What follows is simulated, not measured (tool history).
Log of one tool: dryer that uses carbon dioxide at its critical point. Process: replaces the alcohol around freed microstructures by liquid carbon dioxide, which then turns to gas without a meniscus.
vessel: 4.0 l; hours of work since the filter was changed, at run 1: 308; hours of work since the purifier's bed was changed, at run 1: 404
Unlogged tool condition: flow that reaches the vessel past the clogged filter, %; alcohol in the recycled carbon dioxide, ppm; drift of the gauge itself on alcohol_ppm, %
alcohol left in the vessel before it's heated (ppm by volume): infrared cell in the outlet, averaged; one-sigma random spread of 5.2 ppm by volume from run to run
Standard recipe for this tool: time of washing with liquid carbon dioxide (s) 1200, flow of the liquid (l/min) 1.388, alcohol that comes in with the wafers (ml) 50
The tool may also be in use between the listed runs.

run   hour  time of washing with liquid carbon dioxide (s)  flow of the liquid (l/min)  alcohol that comes in with the wafers (ml)  hours of work since the filter was changed  hours of work since the purifier's bed was changed  alcohol left in the vessel before it's heated (ppm by volume)
  1      0                                            1200                       1.388                                          50                                         308                                                 404                                                            191
  2   47.6                                            1200                        1.25                                          50                                         335                                                 431                                                            261
  3   97.6                                            1200                        1.82                                          50                                         364                                                 460                                                            122
  4  137.2                                            1200                        1.23                                          50                                         387                                                 483                                                            283
     178.5  -- inlet filter changed
  5  198.4                                            1200                       1.388                                          50                                          12                                                 518                                                            197
  6  252.1                                            1200                       1.388                                          50                                          43                                                 549                                                            218
  7    290                                            1200                       1.388                                          50                                          64                                                 571                                                            223
  8  338.6                                            1200                       1.388                                          50                                          93                                                 599                                                            221
  9  397.6                                            1200                        1.93                                          50                                         127                                                 633                                                            159
 10  431.5                                            1200                       1.388                                          62                                         146                                                 653                                                            251
 11  483.1                                            1200                        0.92                                          50                                         176                                                 682                                                            657
 12  522.6                                            1200                        0.91                                          50                                         199                                                 705                                                            698
 13  560.3                                            1200                        1.27                                          22                                         221                                                 727                                                            231
 14  621.2                                            1200                        1.27                                          22                                         256                                                 762                                                            245
 15  680.5                                            1200                        1.27                                          22                                         290                                                 796                                                            246
     702.1  -- purifier's bed changed
 16  745.8                                            1560                        2.34                                          68                                         326                                                  25                                                             17
 17  787.6                                            1560                        2.34                                          68                                         350                                                  49                                                             16
 18    813                                            1560                        2.34                                          68                                         365                                                  64                                                             16
 19  869.7                                            1560                        2.34                                          68                                         398                                                  97                                                             28
     891.7  -- inlet filter changed
 20  929.8                                            1200                       1.388                                          22                                          22                                                 131                                                             63

Expected results for the next run?
 21  984.8                                            1200                        1.06                                          50                                          54                                                 163                                                              ?

For run 21 the tool returned alcohol left in the vessel before it's heated (ppm by volume) 321.
With no hidden state in the tool, this same run would have given alcohol left in the vessel before it's heated (ppm by volume) 276.
